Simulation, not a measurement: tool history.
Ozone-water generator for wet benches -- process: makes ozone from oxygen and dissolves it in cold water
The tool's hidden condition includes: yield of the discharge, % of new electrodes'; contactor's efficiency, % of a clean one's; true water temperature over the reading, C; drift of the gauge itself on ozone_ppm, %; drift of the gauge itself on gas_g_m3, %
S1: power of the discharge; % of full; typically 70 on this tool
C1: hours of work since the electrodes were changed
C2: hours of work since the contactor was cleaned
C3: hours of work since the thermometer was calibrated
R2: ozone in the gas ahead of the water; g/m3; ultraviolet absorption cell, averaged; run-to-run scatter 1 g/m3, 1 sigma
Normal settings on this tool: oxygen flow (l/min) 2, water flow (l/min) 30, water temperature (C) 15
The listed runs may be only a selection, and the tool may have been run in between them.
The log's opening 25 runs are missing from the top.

run 26 hour=1359.5 | S1=67 oxygen_flow_(l/min)=2 water_flow_(l/min)=21 water_temperature_(C)=15 | C1=1802 C2=1207 C3=4109 | dissolved_ozone_(ppm)=11 R2=165.2
run 27 hour=1427.1 | S1=58 oxygen_flow_(l/min)=2 water_flow_(l/min)=30 water_temperature_(C)=9 | C1=1862 C2=1267 C3=4169 | dissolved_ozone_(ppm)=7.1 R2=146.8
run 28 hour=1460.1 | S1=70 oxygen_flow_(l/min)=2 water_flow_(l/min)=30 water_temperature_(C)=9 | C1=1892 C2=1296 C3=4198 | dissolved_ozone_(ppm)=8 R2=170.3
run 29 hour=1532.4 | S1=59 oxygen_flow_(l/min)=2.12 water_flow_(l/min)=30 water_temperature_(C)=15 | C1=1956 C2=1360 C3=4262 | dissolved_ozone_(ppm)=7.2 R2=144.1
run 30 hour=1589.5 | S1=68 oxygen_flow_(l/min)=2.58 water_flow_(l/min)=20 water_temperature_(C)=23 | C1=2006 C2=1411 C3=4313 | dissolved_ozone_(ppm)=11 R2=140.3
run 31 hour=1663.6 | S1=88 oxygen_flow_(l/min)=1.26 water_flow_(l/min)=42 water_temperature_(C)=21 | C1=2072 C2=1477 C3=4379 | dissolved_ozone_(ppm)=5.8 R2=275.9
run 32 hour=1708.3 | S1=88 oxygen_flow_(l/min)=1.26 water_flow_(l/min)=42 water_temperature_(C)=21 | C1=2112 C2=1517 C3=4418 | dissolved_ozone_(ppm)=5.7 R2=273
-- hour=1740.6 water thermometer calibrated
run 33 hour=1751 | S1=56 oxygen_flow_(l/min)=3.22 water_flow_(l/min)=28 water_temperature_(C)=12 | C1=2149 C2=1554 C3=9 | dissolved_ozone_(ppm)=7.8 R2=102.8
run 34 hour=1809.7 | S1=70 oxygen_flow_(l/min)=2 water_flow_(l/min)=34 water_temperature_(C)=15 | C1=2202 C2=1606 C3=61 | dissolved_ozone_(ppm)=6.9 R2=168.7

Alternative continuations, all from the tool just after run 34; predict every row:
run A hour=1858.2 | S1=70 oxygen_flow_(l/min)=2.25 water_flow_(l/min)=34 water_temperature_(C)=15 | C1=2245 C2=1649 C3=104 | dissolved_ozone_(ppm)=? R2=?
run B hour=1858.2 | S1=76 oxygen_flow_(l/min)=2 water_flow_(l/min)=18 water_temperature_(C)=15 | C1=2245 C2=1649 C3=104 | dissolved_ozone_(ppm)=? R2=?
run C hour=1858.2 | S1=79 oxygen_flow_(l/min)=2 water_flow_(l/min)=45 water_temperature_(C)=13 | C1=2245 C2=1649 C3=104 | dissolved_ozone_(ppm)=? R2=?

run=A dissolved_ozone_(ppm)=7 R2=155.3
run=B dissolved_ozone_(ppm)=14 R2=181.4
run=C dissolved_ozone_(ppm)=5.5 R2=185.7
With the hidden condition removed and each run's random variation left untouched, the same runs would have given:
run=A dissolved_ozone_(ppm)=7.6 R2=163.2
run=B dissolved_ozone_(ppm)=14.9 R2=191.1
run=C dissolved_ozone_(ppm)=5.9 R2=195.9
